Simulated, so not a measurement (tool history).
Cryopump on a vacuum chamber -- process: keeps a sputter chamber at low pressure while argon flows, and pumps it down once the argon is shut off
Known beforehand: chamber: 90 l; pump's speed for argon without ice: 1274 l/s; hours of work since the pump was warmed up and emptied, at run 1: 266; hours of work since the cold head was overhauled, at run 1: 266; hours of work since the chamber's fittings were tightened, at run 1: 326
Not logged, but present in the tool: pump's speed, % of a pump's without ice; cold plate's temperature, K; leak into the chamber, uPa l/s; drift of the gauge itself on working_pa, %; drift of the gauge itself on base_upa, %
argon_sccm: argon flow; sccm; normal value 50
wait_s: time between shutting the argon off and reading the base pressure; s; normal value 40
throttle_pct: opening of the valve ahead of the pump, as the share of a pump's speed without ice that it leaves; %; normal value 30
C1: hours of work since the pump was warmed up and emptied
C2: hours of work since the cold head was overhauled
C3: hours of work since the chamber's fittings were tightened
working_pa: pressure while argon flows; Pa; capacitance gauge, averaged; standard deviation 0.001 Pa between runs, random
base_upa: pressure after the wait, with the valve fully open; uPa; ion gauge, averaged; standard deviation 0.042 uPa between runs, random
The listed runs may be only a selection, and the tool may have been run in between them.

run 1 hour=0.0 | argon_sccm=50 wait_s=40 throttle_pct=30 | C1=266 C2=266 C3=326 | working_pa=0.2303 base_upa=2.71
run 2 hour=17.2 | argon_sccm=34 wait_s=40 throttle_pct=30 | C1=273 C2=273 C3=333 | working_pa=0.1562 base_upa=2.79
run 3 hour=30.7 | argon_sccm=34 wait_s=40 throttle_pct=30 | C1=279 C2=279 C3=339 | working_pa=0.1570 base_upa=2.71
run 4 hour=41.2 | argon_sccm=34 wait_s=40 throttle_pct=30 | C1=283 C2=283 C3=343 | working_pa=0.1567 base_upa=2.69
run 5 hour=60.9 | argon_sccm=34 wait_s=40 throttle_pct=30 | C1=292 C2=292 C3=352 | working_pa=0.1577 base_upa=2.67
run 6 hour=77.1 | argon_sccm=34 wait_s=40 throttle_pct=29 | C1=299 C2=299 C3=359 | working_pa=0.1621 base_upa=2.80
run 7 hour=97.7 | argon_sccm=34 wait_s=40 throttle_pct=29 | C1=308 C2=308 C3=367 | working_pa=0.1614 base_upa=2.78
run 8 hour=114.2 | argon_sccm=34 wait_s=40 throttle_pct=29 | C1=315 C2=315 C3=374 | working_pa=0.1625 base_upa=2.71
run 9 hour=125.6 | argon_sccm=34 wait_s=40 throttle_pct=29 | C1=319 C2=319 C3=379 | working_pa=0.1629 base_upa=2.74
run 10 hour=141.1 | argon_sccm=34 wait_s=40 throttle_pct=29 | C1=326 C2=326 C3=386 | working_pa=0.1627 base_upa=2.69
run 11 hour=157.6 | argon_sccm=34 wait_s=40 throttle_pct=29 | C1=333 C2=333 C3=393 | working_pa=0.1629 base_upa=2.73
run 12 hour=167.6 | argon_sccm=50 wait_s=240 throttle_pct=30 | C1=337 C2=337 C3=397 | working_pa=0.2325 base_upa=0.86
run 13 hour=185.3 | argon_sccm=31 wait_s=40 throttle_pct=30 | C1=345 C2=345 C3=405 | working_pa=0.1453 base_upa=2.78
run 14 hour=206.4 | argon_sccm=39 wait_s=90 throttle_pct=36 | C1=354 C2=354 C3=414 | working_pa=0.1550 base_upa=1.53
run 15 hour=221.2 | argon_sccm=66 wait_s=90 throttle_pct=26 | C1=360 C2=360 C3=420 | working_pa=0.3544 base_upa=1.58
run 16 hour=232.8 | argon_sccm=66 wait_s=90 throttle_pct=26 | C1=365 C2=365 C3=425 | working_pa=0.3552 base_upa=1.54
run 17 hour=249.1 | argon_sccm=23 wait_s=90 throttle_pct=18 | C1=372 C2=372 C3=432 | working_pa=0.1751 base_upa=1.50
run 18 hour=265.2 | argon_sccm=67 wait_s=42 throttle_pct=18 | C1=379 C2=379 C3=439 | working_pa=0.5133 base_upa=2.69
run 19 hour=281.0 | argon_sccm=56 wait_s=42 throttle_pct=32 | C1=386 C2=386 C3=446 | working_pa=0.2470 base_upa=2.73
run 20 hour=289.8 | argon_sccm=56 wait_s=42 throttle_pct=40 | C1=390 C2=390 C3=450 | working_pa=0.2029 base_upa=2.74
run 21 hour=302.3 | argon_sccm=56 wait_s=42 throttle_pct=40 | C1=395 C2=395 C3=455 | working_pa=0.2012 base_upa=2.74
run 22 hour=312.5 | argon_sccm=56 wait_s=42 throttle_pct=40 | C1=399 C2=399 C3=459 | working_pa=0.2031 base_upa=2.71
run 23 hour=327.7 | argon_sccm=40 wait_s=212 throttle_pct=36 | C1=406 C2=406 C3=466 | working_pa=0.1596 base_upa=1.02
run 24 hour=344.6 | argon_sccm=40 wait_s=212 throttle_pct=36 | C1=413 C2=413 C3=473 | working_pa=0.1596 base_upa=1.00
run 25 hour=357.1 | argon_sccm=50 wait_s=210 throttle_pct=19 | C1=418 C2=418 C3=478 | working_pa=0.3628 base_upa=1.01

The same runs without the tool's hidden state, with the same run-to-run variation:
run=1 working_pa=0.2211 base_upa=2.49
run=2 working_pa=0.1498 base_upa=2.56
run=3 working_pa=0.1503 base_upa=2.48
run=4 working_pa=0.1499 base_upa=2.46
run=5 working_pa=0.1507 base_upa=2.43
run=6 working_pa=0.1550 base_upa=2.55
run=7 working_pa=0.1541 base_upa=2.52
run=8 working_pa=0.1550 base_upa=2.45
run=9 working_pa=0.1552 base_upa=2.47
run=10 working_pa=0.1548 base_upa=2.42
run=11 working_pa=0.1549 base_upa=2.46
run=12 working_pa=0.2204 base_upa=0.59
run=13 working_pa=0.1376 base_upa=2.49
run=14 working_pa=0.1450 base_upa=1.23
run=15 working_pa=0.3371 base_upa=1.28
run=16 working_pa=0.3376 base_upa=1.23
run=17 working_pa=0.1689 base_upa=1.19
run=18 working_pa=0.4947 base_upa=2.37
run=19 working_pa=0.2311 base_upa=2.41
run=20 working_pa=0.1867 base_upa=2.41
run=21 working_pa=0.1848 base_upa=2.40
run=22 working_pa=0.1866 base_upa=2.38
run=23 working_pa=0.1475 base_upa=0.67
run=24 working_pa=0.1472 base_upa=0.65
run=25 working_pa=0.3473 base_upa=0.64
